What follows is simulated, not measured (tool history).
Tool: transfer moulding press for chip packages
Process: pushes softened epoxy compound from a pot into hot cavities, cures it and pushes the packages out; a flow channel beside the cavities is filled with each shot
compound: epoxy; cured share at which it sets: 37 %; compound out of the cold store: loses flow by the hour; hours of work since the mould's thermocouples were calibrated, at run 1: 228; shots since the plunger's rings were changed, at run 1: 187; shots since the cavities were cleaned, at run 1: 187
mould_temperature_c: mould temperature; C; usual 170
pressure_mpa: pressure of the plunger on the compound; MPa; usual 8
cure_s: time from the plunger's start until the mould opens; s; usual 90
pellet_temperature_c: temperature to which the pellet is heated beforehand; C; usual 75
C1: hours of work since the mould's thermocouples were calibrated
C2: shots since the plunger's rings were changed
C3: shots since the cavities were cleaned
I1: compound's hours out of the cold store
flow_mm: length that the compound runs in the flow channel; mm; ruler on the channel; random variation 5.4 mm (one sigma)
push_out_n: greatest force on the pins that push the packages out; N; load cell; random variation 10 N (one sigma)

Run 1, hour 0: usual settings; C1 228; C2 187; C3 187; I1 9.1. Result: flow_mm 640 mm, push_out_n 709 N.
Run 2, hour 9.3: usual settings; C1 234; C2 305; C3 305; I1 46.3. Result: flow_mm 535 mm, push_out_n 739 N.
Run 3, hour 20.1: usual settings; C1 241; C2 439; C3 439; I1 16.7. Result: flow_mm 631 mm, push_out_n 868 N.
Run 4, hour 26: usual settings; C1 245; C2 514; C3 514; I1 21.2. Result: flow_mm 606 mm, push_out_n 872 N.
Run 5, hour 32.4: usual settings; C1 249; C2 595; C3 595; I1 31.5. Result: flow_mm 578 mm, push_out_n 925 N.
Run 6, hour 42.6: usual settings; C1 256; C2 723; C3 723; I1 16.9. Result: flow_mm 620 mm, push_out_n 951 N.
Run 7, hour 51.4: usual settings; C1 262; C2 834; C3 834; I1 35.4. Result: flow_mm 559 mm, push_out_n 912 N.
Run 8, hour 61.7: usual settings; C1 268; C2 963; C3 963; I1 38.8. Result: flow_mm 565 mm, push_out_n 941 N.
At hour 63.8: cavities cleaned with cleaning compound and waxed.
Run 9, hour 74.1: usual settings but pressure_mpa 8.44 MPa; C1 275; C2 1100; C3 129; I1 36.3. Result: flow_mm 582 mm, push_out_n 641 N.
Run 10, hour 81.5: usual settings but pressure_mpa 8.44 MPa; C1 280; C2 1194; C3 223; I1 25.1. Result: flow_mm 609 mm, push_out_n 735 N.
Run 11, hour 89.5: usual settings but pressure_mpa 8.44 MPa; C1 286; C2 1294; C3 323; I1 45.4. Result: flow_mm 547 mm, push_out_n 759 N.
Run 12, hour 99.8: usual settings; C1 292; C2 1424; C3 453; I1 11.7. Result: flow_mm 637 mm, push_out_n 939 N.
Run 13, hour 109.8: usual settings but pellet_temperature_c 82 C; C1 299; C2 1550; C3 579; I1 38. Result: flow_mm 561 mm, push_out_n 904 N.
Run 14, hour 116.3: usual settings but pellet_temperature_c 82 C; C1 303; C2 1632; C3 661; I1 39.7. Result: flow_mm 549 mm, push_out_n 886 N.
Run 15, hour 122: usual settings but pellet_temperature_c 82 C; C1 307; C2 1703; C3 732; I1 16.8. Result: flow_mm 617 mm, push_out_n 972 N.
Run 16, hour 133.5: usual settings but cure_s 103 s, pellet_temperature_c 83 C; C1 314; C2 1847; C3 876; I1 33.4. Result: flow_mm 553 mm, push_out_n 792 N.
At hour 142.9: cavities cleaned with cleaning compound and waxed.
Run 17, hour 145.1: usual settings but mould_temperature_c 166 C, pressure_mpa 7.72 MPa, cure_s 92 s; C1 321; C2 1975; C3 28; I1 40.8. Result: flow_mm 544 mm, push_out_n 622 N.
Run 18, hour 156.8: usual settings but mould_temperature_c 166 C, pressure_mpa 9.19 MPa, cure_s 114 s, pellet_temperature_c 70 C; C1 328; C2 2122; C3 175; I1 34.7. Result: flow_mm 612 mm, push_out_n 564 N.
Run 19, hour 167.6: usual settings but mould_temperature_c 174 C, pellet_temperature_c 77 C; C1 335; C2 2258; C3 311; I1 10.7. Result: flow_mm 623 mm, push_out_n 676 N.
Run 20, hour 177.4: usual settings but mould_temperature_c 176 C, pellet_temperature_c 81 C; C1 342; C2 2381; C3 434; I1 40.1. Result: flow_mm 523 mm, push_out_n 664 N.
Run 21, hour 182.3: usual settings but mould_temperature_c 163 C, cure_s 80 s, pellet_temperature_c 81 C; C1 345; C2 2443; C3 496; I1 29.8. Result: flow_mm 599 mm, push_out_n 1754 N.
Run 22, hour 190: usual settings but mould_temperature_c 167 C, pressure_mpa 6.82 MPa, cure_s 74 s, pellet_temperature_c 66 C; C1 350; C2 2540; C3 593; I1 25.6. Result: flow_mm 543 mm, push_out_n 1823 N.
Run 23, hour 200.1: usual settings but mould_temperature_c 167 C, pressure_mpa 6.82 MPa, cure_s 74 s, pellet_temperature_c 66 C; C1 357; C2 2666; C3 719; I1 29.8. Result: flow_mm 533 mm, push_out_n 1790 N.

The next listed run, before its measurement:
Run 24, hour 210.1: usual settings but mould_temperature_c 167 C, pressure_mpa 8.17 MPa, cure_s 101 s; C1 363; C2 2793; C3 846; I1 39.6. Result: flow_mm ?, push_out_n ?.

{"run 24": {"flow_mm": 561, "push_out_n": 916}}
Without the tool's hidden state the same run would have given flow_mm 576 mm, push_out_n 429 N.
